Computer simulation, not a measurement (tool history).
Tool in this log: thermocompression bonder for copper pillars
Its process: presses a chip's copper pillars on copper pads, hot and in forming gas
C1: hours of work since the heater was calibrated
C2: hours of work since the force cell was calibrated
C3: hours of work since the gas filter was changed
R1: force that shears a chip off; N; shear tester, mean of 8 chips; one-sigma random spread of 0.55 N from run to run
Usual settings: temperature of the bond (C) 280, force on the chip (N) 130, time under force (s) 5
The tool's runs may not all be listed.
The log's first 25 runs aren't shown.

run 26 day=13.617 | temperature_of_the_bond_(C)=265 force_on_the_chip_(N)=99 time_under_force_(s)=3 | C1=606 C2=950 C3=98 | R1=54.7
run 27 day=14.008 | temperature_of_the_bond_(C)=265 force_on_the_chip_(N)=99 time_under_force_(s)=3 | C1=612 C2=956 C3=103 | R1=54.1
run 28 day=14.633 | temperature_of_the_bond_(C)=265 force_on_the_chip_(N)=99 time_under_force_(s)=3 | C1=621 C2=965 C3=113 | R1=54.7
run 29 day=14.992 | temperature_of_the_bond_(C)=268 force_on_the_chip_(N)=114 time_under_force_(s)=5 | C1=626 C2=970 C3=118 | R1=78.1
run 30 day=15.446 | temperature_of_the_bond_(C)=268 force_on_the_chip_(N)=114 time_under_force_(s)=5 | C1=633 C2=977 C3=125 | R1=77.9
run 31 day=15.938 | temperature_of_the_bond_(C)=280 force_on_the_chip_(N)=130 time_under_force_(s)=6 | C1=640 C2=984 C3=132 | R1=102.8
run 32 day=16.654 | temperature_of_the_bond_(C)=280 force_on_the_chip_(N)=130 time_under_force_(s)=6 | C1=651 C2=995 C3=143 | R1=103.3
run 33 day=17.304 | temperature_of_the_bond_(C)=280 force_on_the_chip_(N)=130 time_under_force_(s)=6 | C1=661 C2=1005 C3=152 | R1=102.2
-- day=17.388 forming gas filter changed
run 34 day=17.783 | temperature_of_the_bond_(C)=280 force_on_the_chip_(N)=91 time_under_force_(s)=6 | C1=668 C2=1012 C3=6 | R1=78.4
run 35 day=18.275 | temperature_of_the_bond_(C)=306 force_on_the_chip_(N)=164 time_under_force_(s)=10 | C1=675 C2=1019 C3=13 | R1=141.3
run 36 day=18.646 | temperature_of_the_bond_(C)=306 force_on_the_chip_(N)=164 time_under_force_(s)=10 | C1=680 C2=1025 C3=19 | R1=142.2
run 37 day=19.192 | temperature_of_the_bond_(C)=289 force_on_the_chip_(N)=175 time_under_force_(s)=6 | C1=689 C2=1033 C3=27 | R1=128.9
-- day=19.875 force cell calibrated
run 38 day=19.967 | temperature_of_the_bond_(C)=278 force_on_the_chip_(N)=80 time_under_force_(s)=3 | C1=699 C2=1 C3=37 | R1=52.2
run 39 day=20.458 | temperature_of_the_bond_(C)=279 force_on_the_chip_(N)=124 time_under_force_(s)=3 | C1=707 C2=9 C3=45 | R1=80.1

Predict each of these 5 candidate next runs independently; none follows another, all start after run 39:
run A day=20.854 | temperature_of_the_bond_(C)=296 force_on_the_chip_(N)=150 time_under_force_(s)=9 | C1=712 C2=15 C3=51 | R1=?
run B day=20.854 | temperature_of_the_bond_(C)=290 force_on_the_chip_(N)=130 time_under_force_(s)=6 | C1=712 C2=15 C3=51 | R1=?
run C day=20.854 | temperature_of_the_bond_(C)=280 force_on_the_chip_(N)=115 time_under_force_(s)=5 | C1=712 C2=15 C3=51 | R1=?
run D day=20.854 | temperature_of_the_bond_(C)=302 force_on_the_chip_(N)=107 time_under_force_(s)=5 | C1=712 C2=15 C3=51 | R1=?
run E day=20.854 | temperature_of_the_bond_(C)=285 force_on_the_chip_(N)=183 time_under_force_(s)=5 | C1=712 C2=15 C3=51 | R1=?

run=A R1=131.4
run=B R1=110.4
run=C R1=88.5
run=D R1=103.1
run=E R1=124.3
Take away the tool's hidden state, keep each run's random variation, and the runs would have read:
run=A R1=133.7
run=B R1=112.2
run=C R1=89.9
run=D R1=104.7
run=E R1=126.4
